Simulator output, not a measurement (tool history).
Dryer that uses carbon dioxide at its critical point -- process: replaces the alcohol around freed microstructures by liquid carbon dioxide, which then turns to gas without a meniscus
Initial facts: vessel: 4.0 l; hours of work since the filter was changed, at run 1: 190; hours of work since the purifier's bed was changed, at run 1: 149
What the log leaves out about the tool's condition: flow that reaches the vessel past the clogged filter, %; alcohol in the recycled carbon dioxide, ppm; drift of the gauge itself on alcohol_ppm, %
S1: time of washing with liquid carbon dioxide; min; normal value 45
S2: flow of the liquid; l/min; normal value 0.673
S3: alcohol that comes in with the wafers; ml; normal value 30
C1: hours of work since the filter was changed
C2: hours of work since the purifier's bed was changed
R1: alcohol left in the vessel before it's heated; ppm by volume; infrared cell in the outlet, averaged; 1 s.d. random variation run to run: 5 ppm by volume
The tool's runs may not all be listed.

run,day,S1,S2,S3,C1,C2,R1
1,0,45,0.673,30,190,149,65
2,0.229,45,0.673,30,194,153,74
3,0.642,45,0.673,30,201,160,73
4,0.858,45,0.673,20,205,164,62
5,1.05,45,0.673,30,208,167,61
6,1.408,45,0.673,30,215,173,77
7,1.817,45,0.673,30,222,180,74
8,2.25,45,0.673,30,229,188,85
9,2.533,45,0.673,30,234,193,80
10,2.946,45,0.673,30,241,200,88
11,3.158,45,0.526,30,245,204,161
12,3.475,52,0.417,21,251,209,160
13,3.908,28,0.417,111,258,217,3550
14,4.258,28,0.417,111,264,223,3541
15,4.583,32,0.977,111,270,229,180
16,5,33,0.506,58,277,236,818
17,5.429,33,0.506,58,284,243,841
18,5.775,51,0.723,31,290,249,69
19,6.138,51,0.723,31,297,256,65
20,6.433,32,0.453,21,302,261,489
21,6.638,33,0.751,23,305,264,138
22,7.075,42,0.751,23,313,272,98

Below are 5 alternative next runs, each starting from the tool's condition after run 22. Predict each:
A,7.346,45,0.673,85,318,277,?
B,7.346,42,0.58,23,318,277,?
C,7.346,56,0.834,21,318,277,?
D,7.346,42,0.751,45,318,277,?
E,7.346,69,0.751,97,318,277,?

run,R1
A,179
B,153
C,59
D,117
E,64
The same runs, with their run-to-run variation unchanged, on a tool lacking any hidden condition would have given:
run,R1
A,53
B,54
C,3
D,29
E,6
